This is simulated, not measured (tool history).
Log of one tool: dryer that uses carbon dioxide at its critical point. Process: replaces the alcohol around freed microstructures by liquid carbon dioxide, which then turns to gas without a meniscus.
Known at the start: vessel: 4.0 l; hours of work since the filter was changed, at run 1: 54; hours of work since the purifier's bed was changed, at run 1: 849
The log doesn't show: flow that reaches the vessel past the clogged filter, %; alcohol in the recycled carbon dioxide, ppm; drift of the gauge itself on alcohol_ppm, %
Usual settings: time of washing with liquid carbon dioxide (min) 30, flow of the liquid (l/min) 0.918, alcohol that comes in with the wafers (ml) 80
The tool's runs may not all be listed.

| run | day | time of washing with liquid carbon dioxide (min) | flow of the liquid (l/min) | alcohol that comes in with the wafers (ml) | hours of work since the filter was changed | hours of work since the purifier's bed was changed | alcohol left in the vessel before it's heated (ppm by volume) |
|---|---|---|---|---|---|---|---|
| 1 | 0.000 | 30 | 0.918 | 80 | 54 | 849 | 210 |
| 2 | 1.467 | 30 | 0.918 | 80 | 76 | 871 | 221 |
| 3 | 2.946 | 30 | 0.918 | 80 | 98 | 892 | 228 |
| 4 | 4.367 | 30 | 0.918 | 80 | 118 | 913 | 239 |
| 5 | 5.062 | 33 | 0.918 | 80 | 129 | 923 | 172 |
| 6 | 6.688 | 30 | 0.918 | 34 | 153 | 947 | 150 |
| 7 | 7.512 | 30 | 0.918 | 34 | 165 | 959 | 149 |
| 8 | 8.671 | 30 | 0.918 | 34 | 182 | 977 | 165 |
| 9 | 9.425 | 30 | 0.918 | 34 | 193 | 988 | 160 |
|  | 9.875 | purifier's bed changed |
| 10 | 10.967 | 30 | 0.825 | 65 | 214 | 16 | 285 |
| 11 | 11.671 | 30 | 1.047 | 46 | 224 | 26 | 78 |
| 12 | 12.567 | 30 | 1.047 | 46 | 237 | 40 | 75 |
| 13 | 13.925 | 22 | 0.961 | 22 | 257 | 60 | 207 |
| 14 | 15.167 | 22 | 0.961 | 22 | 275 | 78 | 210 |
| 15 | 16.704 | 22 | 0.974 | 22 | 298 | 100 | 204 |
| 16 | 18.258 | 43 | 0.663 | 30 | 321 | 123 | 106 |

3 ways to go on from here, each from the tool as it stands after run 16. What would each give?
| A | 19.446 | 18 | 1.023 | 95 | 338 | 141 | ? |
| B | 19.446 | 48 | 0.918 | 106 | 338 | 141 | ? |
| C | 19.446 | 30 | 1.206 | 80 | 338 | 141 | ? |

| run | alcohol left in the vessel before it's heated (ppm by volume) |
|---|---|
| A | 1460 |
| B | 34 |
| C | 99 |
Without the tool's hidden state the same runs would have given:
| run | alcohol left in the vessel before it's heated (ppm by volume) |
|---|---|
| A | 838 |
| B | 1 |
| C | 34 |
